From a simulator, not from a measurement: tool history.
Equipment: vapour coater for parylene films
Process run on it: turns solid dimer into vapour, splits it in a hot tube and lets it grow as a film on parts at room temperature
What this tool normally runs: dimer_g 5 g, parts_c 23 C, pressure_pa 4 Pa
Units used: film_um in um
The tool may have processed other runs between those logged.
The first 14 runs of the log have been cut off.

run     day  dimer_g  parts_c  pressure_pa  film_um
 15   6.354        2       23            4     1.13
 16   6.892        2       23            4     1.14
 17   7.508        9       27         3.18     4.83
 18   7.771        3       27         3.18     1.61
 19   8.262        3       27         3.18      1.6
 20   8.604        3       27         3.18     1.61
 21   8.996        4       27          2.5     2.27
 22   9.371        5       27            4     2.56
 23   9.779        5       27            4     2.51
 24  10.238        2       33         3.23     0.94
 25   10.55        2       33         3.23     0.91
 26  10.808        2       33         3.23     0.91
 27  11.283        5       33         2.37     2.48
 28  11.846        4       33         2.37     1.95
 29  12.167        4       33         2.37     2.02
 30  12.758        3       33         2.76     1.43
 31  13.133        2       23         2.26     1.22

Here are 5 independent what-if runs from the current tool condition. What would each one return?
     13.371  -- trap's valve overhauled
  A  13.604        6       30         8.04        ?
     13.371  -- trap's valve overhauled
  B  13.604        4       22         3.31        ?
     13.371  -- trap's valve overhauled
  C  13.604        2       17            4        ?
     13.371  -- trap's valve overhauled
  D  13.604        5       20         3.66        ?
     13.371  -- trap's valve overhauled
  E  13.604        2       16         2.26        ?

run  film_um
  A     2.58
  B     2.53
  C     1.33
  D     3.18
  E      1.5
Take away the tool's hidden state, keep each run's random variation, and the runs would have read:
run  film_um
  A     2.63
  B     2.57
  C     1.35
  D     3.23
  E     1.52
